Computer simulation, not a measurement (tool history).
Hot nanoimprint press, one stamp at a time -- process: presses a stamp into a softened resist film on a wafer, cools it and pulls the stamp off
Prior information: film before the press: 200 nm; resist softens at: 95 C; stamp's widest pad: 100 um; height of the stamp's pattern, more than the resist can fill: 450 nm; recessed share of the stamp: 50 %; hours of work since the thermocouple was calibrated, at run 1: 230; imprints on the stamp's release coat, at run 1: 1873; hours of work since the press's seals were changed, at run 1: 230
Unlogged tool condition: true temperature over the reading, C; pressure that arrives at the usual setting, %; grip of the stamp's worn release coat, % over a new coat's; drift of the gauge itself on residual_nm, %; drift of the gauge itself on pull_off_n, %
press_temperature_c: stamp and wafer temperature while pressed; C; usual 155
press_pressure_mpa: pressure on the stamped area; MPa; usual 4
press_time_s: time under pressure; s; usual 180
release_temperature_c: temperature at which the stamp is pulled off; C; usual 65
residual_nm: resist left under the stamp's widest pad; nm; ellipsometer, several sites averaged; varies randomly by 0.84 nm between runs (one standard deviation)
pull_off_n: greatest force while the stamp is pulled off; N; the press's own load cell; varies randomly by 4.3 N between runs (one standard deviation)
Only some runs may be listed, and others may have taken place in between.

run	day	press_temperature_c	press_pressure_mpa	press_time_s	release_temperature_c	hours of work since the thermocouple was calibrated	imprints on the stamp's release coat	hours of work since the press's seals were changed	residual_nm	pull_off_n
1	0	155	4	180	65	230	1873	230	111.7	216
2	3.75	155	4	180	72	288	2095	288	111.2	189
3	6.325	155	4	180	72	328	2248	328	111.8	194
4	9.042	155	4	180	72	370	2408	370	113.6	188
# day 10.221: stamp cleaned and given a new release coat
# day 10.604: plate thermocouple calibrated
5	12.429	155	4	180	72	28	124	417	112.6	182
6	15.946	155	4	180	72	83	332	471	111.5	186
7	17.792	155	4	180	72	112	441	500	111.8	179
8	20.417	155	4	137	65	152	596	541	124.8	217
9	22.325	155	4	180	65	182	710	570	112.6	218
10	24.788	155	4	180	65	220	855	609	114.1	209
11	26.942	155	4	180	65	254	983	642	113.7	202
12	29.133	155	4.39	180	65	288	1113	676	109.3	211
13	30.929	155	4.39	180	65	315	1219	704	109.4	206
# day 32.3: press's hydraulic seals changed and the load cell set to zero
14	35.067	155	4.39	180	65	374	1444	43	110.2	200
# day 36.112: plate thermocouple calibrated
15	38.275	155	4.39	180	65	34	1627	91	108.4	209
16	41.058	155	4.39	339	66	77	1791	134	86	208
17	44.192	155	4.39	339	66	125	1977	183	86.2	200
18	46.067	147	4.79	97	69	154	2088	212	161.9	198
19	48.662	147	4.79	97	69	195	2241	252	160.7	194
20	52.371	152	5.46	147	65	252	2461	310	119.7	207
# day 52.85: stamp cleaned and given a new release coat
21	54.712	159	3.11	129	72	285	110	342	118.1	181
22	58.071	155	4	95	63	337	309	394	135.6	208

For run 23, what comes out?
23	60.892	160	4	92	56	381	475	438	?	?

{"run 23": {"residual_nm": 115.9, "pull_off_n": 235}}
Had the tool carried no hidden state, the very same run would have given residual_nm 115.8 nm, pull_off_n 234 N.
